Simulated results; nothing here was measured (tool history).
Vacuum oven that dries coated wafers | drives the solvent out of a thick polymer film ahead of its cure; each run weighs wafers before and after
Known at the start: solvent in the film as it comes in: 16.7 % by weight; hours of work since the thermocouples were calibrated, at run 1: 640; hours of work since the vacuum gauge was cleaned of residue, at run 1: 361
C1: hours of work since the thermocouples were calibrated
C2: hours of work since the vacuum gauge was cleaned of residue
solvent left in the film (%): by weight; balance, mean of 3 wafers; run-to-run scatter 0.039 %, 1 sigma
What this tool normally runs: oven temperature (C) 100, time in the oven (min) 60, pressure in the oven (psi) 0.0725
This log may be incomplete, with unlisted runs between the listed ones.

run 1 hour=0 | oven_temperature_(C)=100 time_in_the_oven_(min)=60 pressure_in_the_oven_(psi)=0.0725 | C1=640 C2=361 | solvent_left_in_the_film_(%)=1.43
run 2 hour=23.3 | oven_temperature_(C)=100 time_in_the_oven_(min)=60 pressure_in_the_oven_(psi)=0.0725 | C1=649 C2=371 | solvent_left_in_the_film_(%)=1.39
run 3 hour=41.8 | oven_temperature_(C)=95 time_in_the_oven_(min)=60 pressure_in_the_oven_(psi)=0.0725 | C1=657 C2=379 | solvent_left_in_the_film_(%)=2.26
run 4 hour=60.6 | oven_temperature_(C)=100 time_in_the_oven_(min)=60 pressure_in_the_oven_(psi)=0.0725 | C1=665 C2=386 | solvent_left_in_the_film_(%)=1.34
run 5 hour=90.2 | oven_temperature_(C)=100 time_in_the_oven_(min)=48 pressure_in_the_oven_(psi)=0.0725 | C1=677 C2=399 | solvent_left_in_the_film_(%)=2.14
run 6 hour=124.2 | oven_temperature_(C)=100 time_in_the_oven_(min)=60 pressure_in_the_oven_(psi)=0.0725 | C1=691 C2=413 | solvent_left_in_the_film_(%)=1.4
run 7 hour=150.1 | oven_temperature_(C)=100 time_in_the_oven_(min)=60 pressure_in_the_oven_(psi)=0.0725 | C1=702 C2=424 | solvent_left_in_the_film_(%)=1.38
run 8 hour=172.6 | oven_temperature_(C)=100 time_in_the_oven_(min)=60 pressure_in_the_oven_(psi)=0.0725 | C1=712 C2=433 | solvent_left_in_the_film_(%)=1.46
run 9 hour=192.2 | oven_temperature_(C)=100 time_in_the_oven_(min)=60 pressure_in_the_oven_(psi)=0.0725 | C1=720 C2=441 | solvent_left_in_the_film_(%)=1.5
run 10 hour=221.6 | oven_temperature_(C)=100 time_in_the_oven_(min)=60 pressure_in_the_oven_(psi)=0.0725 | C1=732 C2=454 | solvent_left_in_the_film_(%)=1.46
run 11 hour=240.5 | oven_temperature_(C)=100 time_in_the_oven_(min)=60 pressure_in_the_oven_(psi)=0.0725 | C1=740 C2=462 | solvent_left_in_the_film_(%)=1.4
run 12 hour=270.5 | oven_temperature_(C)=100 time_in_the_oven_(min)=60 pressure_in_the_oven_(psi)=0.0725 | C1=753 C2=474 | solvent_left_in_the_film_(%)=1.44
run 13 hour=289.1 | oven_temperature_(C)=100 time_in_the_oven_(min)=60 pressure_in_the_oven_(psi)=0.0725 | C1=760 C2=482 | solvent_left_in_the_film_(%)=1.44
run 14 hour=309.1 | oven_temperature_(C)=100 time_in_the_oven_(min)=60 pressure_in_the_oven_(psi)=0.0725 | C1=769 C2=490 | solvent_left_in_the_film_(%)=1.46
run 15 hour=336.3 | oven_temperature_(C)=100 time_in_the_oven_(min)=60 pressure_in_the_oven_(psi)=0.0725 | C1=780 C2=502 | solvent_left_in_the_film_(%)=1.43
run 16 hour=356.8 | oven_temperature_(C)=100 time_in_the_oven_(min)=60 pressure_in_the_oven_(psi)=0.0725 | C1=789 C2=510 | solvent_left_in_the_film_(%)=1.47
run 17 hour=384.3 | oven_temperature_(C)=94 time_in_the_oven_(min)=60 pressure_in_the_oven_(psi)=0.0725 | C1=800 C2=522 | solvent_left_in_the_film_(%)=2.58
run 18 hour=411.1 | oven_temperature_(C)=100 time_in_the_oven_(min)=89 pressure_in_the_oven_(psi)=0.0725 | C1=811 C2=533 | solvent_left_in_the_film_(%)=0.68
run 19 hour=442.1 | oven_temperature_(C)=100 time_in_the_oven_(min)=60 pressure_in_the_oven_(psi)=0.106 | C1=824 C2=546 | solvent_left_in_the_film_(%)=1.6
run 20 hour=462.3 | oven_temperature_(C)=100 time_in_the_oven_(min)=60 pressure_in_the_oven_(psi)=0.106 | C1=833 C2=554 | solvent_left_in_the_film_(%)=1.62
run 21 hour=486.6 | oven_temperature_(C)=100 time_in_the_oven_(min)=60 pressure_in_the_oven_(psi)=0.106 | C1=843 C2=564 | solvent_left_in_the_film_(%)=1.57
run 22 hour=521.1 | oven_temperature_(C)=100 time_in_the_oven_(min)=60 pressure_in_the_oven_(psi)=0.0725 | C1=857 C2=579 | solvent_left_in_the_film_(%)=1.43
run 23 hour=551.1 | oven_temperature_(C)=100 time_in_the_oven_(min)=60 pressure_in_the_oven_(psi)=0.0725 | C1=870 C2=591 | solvent_left_in_the_film_(%)=1.51
run 24 hour=578.6 | oven_temperature_(C)=109 time_in_the_oven_(min)=64 pressure_in_the_oven_(psi)=0.0571 | C1=881 C2=603 | solvent_left_in_the_film_(%)=0.41
run 25 hour=601 | oven_temperature_(C)=109 time_in_the_oven_(min)=64 pressure_in_the_oven_(psi)=0.0571 | C1=891 C2=612 | solvent_left_in_the_film_(%)=0.47
run 26 hour=623.6 | oven_temperature_(C)=114 time_in_the_oven_(min)=71 pressure_in_the_oven_(psi)=0.1735 | C1=900 C2=622 | solvent_left_in_the_film_(%)=0.46
run 27 hour=647.5 | oven_temperature_(C)=93 time_in_the_oven_(min)=46 pressure_in_the_oven_(psi)=0.1642 | C1=910 C2=632 | solvent_left_in_the_film_(%)=4.29
run 28 hour=674.6 | oven_temperature_(C)=108 time_in_the_oven_(min)=60 pressure_in_the_oven_(psi)=0.2271 | C1=922 C2=643 | solvent_left_in_the_film_(%)=0.97
run 29 hour=696.6 | oven_temperature_(C)=108 time_in_the_oven_(min)=60 pressure_in_the_oven_(psi)=0.2271 | C1=931 C2=652 | solvent_left_in_the_film_(%)=0.97
run 30 hour=731.2 | oven_temperature_(C)=99 time_in_the_oven_(min)=60 pressure_in_the_oven_(psi)=0.2271 | C1=945 C2=667 | solvent_left_in_the_film_(%)=2.14
run 31 hour=751.4 | oven_temperature_(C)=87 time_in_the_oven_(min)=97 pressure_in_the_oven_(psi)=0.0448 | C1=954 C2=675 | solvent_left_in_the_film_(%)=2.33
run 32 hour=781.3 | oven_temperature_(C)=87 time_in_the_oven_(min)=97 pressure_in_the_oven_(psi)=0.0448 | C1=966 C2=688 | solvent_left_in_the_film_(%)=2.26
run 33 hour=808.8 | oven_temperature_(C)=87 time_in_the_oven_(min)=97 pressure_in_the_oven_(psi)=0.0448 | C1=978 C2=699 | solvent_left_in_the_film_(%)=2.26
run 34 hour=837.6 | oven_temperature_(C)=100 time_in_the_oven_(min)=48 pressure_in_the_oven_(psi)=0.2814 | C1=990 C2=711 | solvent_left_in_the_film_(%)=2.86
run 35 hour=868.2 | oven_temperature_(C)=97 time_in_the_oven_(min)=51 pressure_in_the_oven_(psi)=0.0725 | C1=1002 C2=724 | solvent_left_in_the_film_(%)=2.72
run 36 hour=887.4 | oven_temperature_(C)=100 time_in_the_oven_(min)=35 pressure_in_the_oven_(psi)=0.0725 | C1=1010 C2=732 | solvent_left_in_the_film_(%)=3.64
run 37 hour=902.6 | oven_temperature_(C)=100 time_in_the_oven_(min)=57 pressure_in_the_oven_(psi)=0.1616 | C1=1017 C2=738 | solvent_left_in_the_film_(%)=1.99
run 38 hour=917.1 | oven_temperature_(C)=100 time_in_the_oven_(min)=57 pressure_in_the_oven_(psi)=0.0408 | C1=1023 C2=744 | solvent_left_in_the_film_(%)=1.53
run 39 hour=944 | oven_temperature_(C)=99 time_in_the_oven_(min)=36 pressure_in_the_oven_(psi)=0.0439 | C1=1034 C2=756 | solvent_left_in_the_film_(%)=3.67
run 40 hour=972 | oven_temperature_(C)=96 time_in_the_oven_(min)=34 pressure_in_the_oven_(psi)=0.1504 | C1=1046 C2=767 | solvent_left_in_the_film_(%)=5.03
run 41 hour=999 | oven_temperature_(C)=96 time_in_the_oven_(min)=50 pressure_in_the_oven_(psi)=0.1504 | C1=1057 C2=779 | solvent_left_in_the_film_(%)=3.29
run 42 hour=1020.6 | oven_temperature_(C)=100 time_in_the_oven_(min)=63 pressure_in_the_oven_(psi)=0.0953 | C1=1066 C2=788 | solvent_left_in_the_film_(%)=1.52
run 43 hour=1046.5 | oven_temperature_(C)=100 time_in_the_oven_(min)=60 pressure_in_the_oven_(psi)=0.0499 | C1=1077 C2=798 | solvent_left_in_the_film_(%)=1.46
run 44 hour=1062.5 | oven_temperature_(C)=86 time_in_the_oven_(min)=34 pressure_in_the_oven_(psi)=0.0508 | C1=1084 C2=805 | solvent_left_in_the_film_(%)=7.44
run 45 hour=1093.6 | oven_temperature_(C)=86 time_in_the_oven_(min)=34 pressure_in_the_oven_(psi)=0.0508 | C1=1097 C2=818 | solvent_left_in_the_film_(%)=7.53
run 46 hour=1116.1 | oven_temperature_(C)=86 time_in_the_oven_(min)=34 pressure_in_the_oven_(psi)=0.0508 | C1=1106 C2=828 | solvent_left_in_the_film_(%)=7.46

Selected run-to-run steps in solvent left in the film (%), each split into two signed amounts: the part the tool would show with no hidden state at all (from settings, incoming material and random variation), and the remainder, which goes to the hidden state together with any gauge scatter not common to the measured and the hidden-state-free results:
The tool's hidden condition here consists of: true wafer temperature over the reading, C; true pressure over the reading, kPa; drift of the gauge itself on solvent_pct, %.
Run 26 -> 27: oven temperature (C) 114 -> 93, time in the oven (min) 71 -> 46, pressure in the oven (psi) 0.1735 -> 0.1642. solvent left in the film (%) +3.83: hidden state +0.46, all else +3.37.
Run 27 -> 28: oven temperature (C) 93 -> 108, time in the oven (min) 46 -> 60, pressure in the oven (psi) 0.1642 -> 0.2271. solvent left in the film (%) -3.32: hidden state -0.36, all else -2.96.
Run 43 -> 44: oven temperature (C) 100 -> 86, time in the oven (min) 60 -> 34, pressure in the oven (psi) 0.0499 -> 0.0508. solvent left in the film (%) +5.98: hidden state +0.25, all else +5.73.

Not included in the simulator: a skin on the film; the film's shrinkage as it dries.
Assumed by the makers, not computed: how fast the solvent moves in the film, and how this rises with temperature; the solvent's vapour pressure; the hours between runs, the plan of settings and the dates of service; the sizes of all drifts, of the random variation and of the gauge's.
